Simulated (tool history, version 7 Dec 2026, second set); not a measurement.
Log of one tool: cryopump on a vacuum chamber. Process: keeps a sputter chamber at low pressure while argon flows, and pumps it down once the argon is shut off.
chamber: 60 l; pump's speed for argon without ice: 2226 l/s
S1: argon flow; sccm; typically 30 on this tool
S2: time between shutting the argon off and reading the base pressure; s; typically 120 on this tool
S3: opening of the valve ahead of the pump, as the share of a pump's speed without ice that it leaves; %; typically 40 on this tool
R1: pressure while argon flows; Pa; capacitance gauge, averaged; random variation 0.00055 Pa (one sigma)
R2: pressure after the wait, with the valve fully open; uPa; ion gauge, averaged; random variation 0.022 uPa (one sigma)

run 1 hour=0 | S1=30 S2=120 S3=40 | R1=0.0576 R2=0.99
run 2 hour=79.9 | S1=30 S2=120 S3=40 | R1=0.0574 R2=1.03
run 3 hour=118.4 | S1=30 S2=120 S3=40 | R1=0.0589 R2=1.04
run 4 hour=185.4 | S1=30 S2=120 S3=40 | R1=0.0589 R2=1.15
run 5 hour=249.8 | S1=30 S2=120 S3=40 | R1=0.0596 R2=1.11
run 6 hour=326.1 | S1=24 S2=120 S3=40 | R1=0.0486 R2=1.18
run 7 hour=362.4 | S1=30 S2=48 S3=40 | R1=0.0602 R2=1.91
run 8 hour=443.4 | S1=30 S2=48 S3=40 | R1=0.0615 R2=1.97
run 9 hour=482.4 | S1=30 S2=48 S3=40 | R1=0.0605 R2=2.06
run 10 hour=536.5 | S1=18 S2=48 S3=25 | R1=0.0574 R2=2.04
-- hour=560.1 pump warmed up, emptied and cooled again
run 11 hour=613.7 | S1=18 S2=188 S3=36 | R1=0.0381 R2=1.03
run 12 hour=688.9 | S1=32 S2=42 S3=36 | R1=0.0697 R2=2.16
run 13 hour=751.2 | S1=12 S2=106 S3=19 | R1=0.0485 R2=1.42
run 14 hour=818 | S1=40 S2=31 S3=46 | R1=0.0679 R2=2.71
run 15 hour=884.7 | S1=14 S2=289 S3=59 | R1=0.0202 R2=1.19
run 16 hour=924.4 | S1=43 S2=284 S3=54 | R1=0.0651 R2=1.25
run 17 hour=982.6 | S1=43 S2=284 S3=54 | R1=0.0666 R2=1.23

What would each run have given without the hidden state, its run-to-run variation left as it was?
Unlogged tool condition in this case: pump's speed, % of a pump's without ice; cold plate's temperature, K; leak into the chamber, uPa l/s; drift of the gauge itself on working_pa, %; drift of the gauge itself on base_upa, %.
run=1 R1=0.0565 R2=0.61
run=2 R1=0.0559 R2=0.62
run=3 R1=0.0571 R2=0.6
run=4 R1=0.0567 R2=0.66
run=5 R1=0.057 R2=0.58
run=6 R1=0.046 R2=0.61
run=7 R1=0.0568 R2=1.31
run=8 R1=0.0575 R2=1.31
run=9 R1=0.0562 R2=1.36
run=10 R1=0.0545 R2=1.31
run=11 R1=0.0376 R2=0.4
run=12 R1=0.0682 R2=1.48
run=13 R1=0.0478 R2=0.67
run=14 R1=0.0651 R2=1.93
run=15 R1=0.019 R2=0.35
run=16 R1=0.061 R2=0.36
run=17 R1=0.062 R2=0.34
